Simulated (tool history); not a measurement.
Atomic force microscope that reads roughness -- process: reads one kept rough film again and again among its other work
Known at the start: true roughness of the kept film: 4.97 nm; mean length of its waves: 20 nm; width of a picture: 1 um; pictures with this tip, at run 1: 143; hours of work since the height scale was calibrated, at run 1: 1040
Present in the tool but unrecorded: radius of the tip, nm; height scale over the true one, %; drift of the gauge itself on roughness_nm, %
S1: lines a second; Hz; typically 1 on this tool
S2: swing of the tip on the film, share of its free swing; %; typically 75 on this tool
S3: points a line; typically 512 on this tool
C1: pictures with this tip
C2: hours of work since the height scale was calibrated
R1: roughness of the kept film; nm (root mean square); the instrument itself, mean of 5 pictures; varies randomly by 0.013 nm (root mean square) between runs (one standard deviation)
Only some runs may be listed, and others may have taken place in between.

run    hour    S1  S2   S3   C1    C2     R1
  1       0     1  75  512  143  1040  2.156
  2      61     1  75  512  211  1065  1.935
  3      96     1  75  512  250  1079  1.814
      152.7  -- new tip fitted
  4   160.9     1  75  415    9  1105  2.949
  5   227.2     1  75  415   83  1131  2.571
  6   262.7     1  75  415  122  1145  2.365
  7   330.1  2.68  75  512  197  1172  1.862
  8   393.3     1  71  512  268  1198  1.903
      432.3  -- new tip fitted
  9   439.7     1  75  512    9  1216  2.999
 10   498.8     1  75  512   74  1240  2.623
 11   550.6     1  75  512  132  1261  2.336
 12   606.5     1  75  512  194  1283  2.081
 13     648     1  75  512  240  1300  1.938
 14   692.7     1  75  512  290  1318  1.815
      714.6  -- new tip fitted
 15   723.7     1  75  512   10  1330  2.944
 16   769.2     1  75  753   60  1348  2.634
 17   836.2     1  75  512  135  1375  2.285
 18     906     1  75  512  212  1403  2.036
 19   962.5     1  75  495  275  1426   1.83
      996.7  -- new tip fitted
 20  1007.5     1  75  495   12  1444  2.923
 21  1061.7     1  75  495   72  1466  2.598
 22  1113.9     1  75  495  130  1487   2.32
 23    1165  0.84  79  346  186  1507  2.089
 24    1212  3.01  72  462  239  1526  1.769
 25  1273.6  1.66  88  462  307  1551   1.54
       1280  -- new tip fitted
 26  1322.1  3.13  88  484   47  1570  2.024
 27  1384.2     1  71  729  115  1595  2.453
 28  1447.1  2.43  60  521  185  1620  2.124
 29  1505.1  2.43  56  277  250  1644  1.899
     1563.9  -- new tip fitted
 30  1568.2   2.1  66  277    4  1669  2.912
 31  1599.5     1  87  512   39  1681  2.645
 32  1662.4  1.31  79  891  109  1707  2.358
 33  1692.2  1.31  79  891  142  1719  2.218
 34  1721.6  1.31  79  891  175  1730   2.09
 35  1791.3  2.44  77  288  252  1758   1.69
 36    1822  1.12  67  697  287  1771   1.89
     1848.9  -- new tip fitted
 37  1881.5  1.21  89  668   36  1794  2.574
 38  1920.7  1.28  70  713   80  1810  2.591
 39  1981.9  1.28  70  713  148  1835  2.283
 40  2010.6     1  73  412  180  1846   2.15
 41    2066  1.13  75  354  241  1868  1.919

How would selected steps in R1 from run to run divide? Give the signed amount a tool lacking its hidden state would still show from settings, what came in and random variation, and the signed amount left for the hidden state, including any gauge scatter that is not in both of the compared results.
Run 3 -> 4: S3 512 -> 415, new tip fitted. R1 +1.135 nm (root mean square): hidden state +1.15, all else -0.015.
Run 8 -> 9: S2 71 -> 75, new tip fitted. R1 +1.096 nm (root mean square): hidden state +1.134, all else -0.038.
Run 14 -> 15: new tip fitted. R1 +1.129 nm (root mean square): hidden state +1.134, all else -0.005.
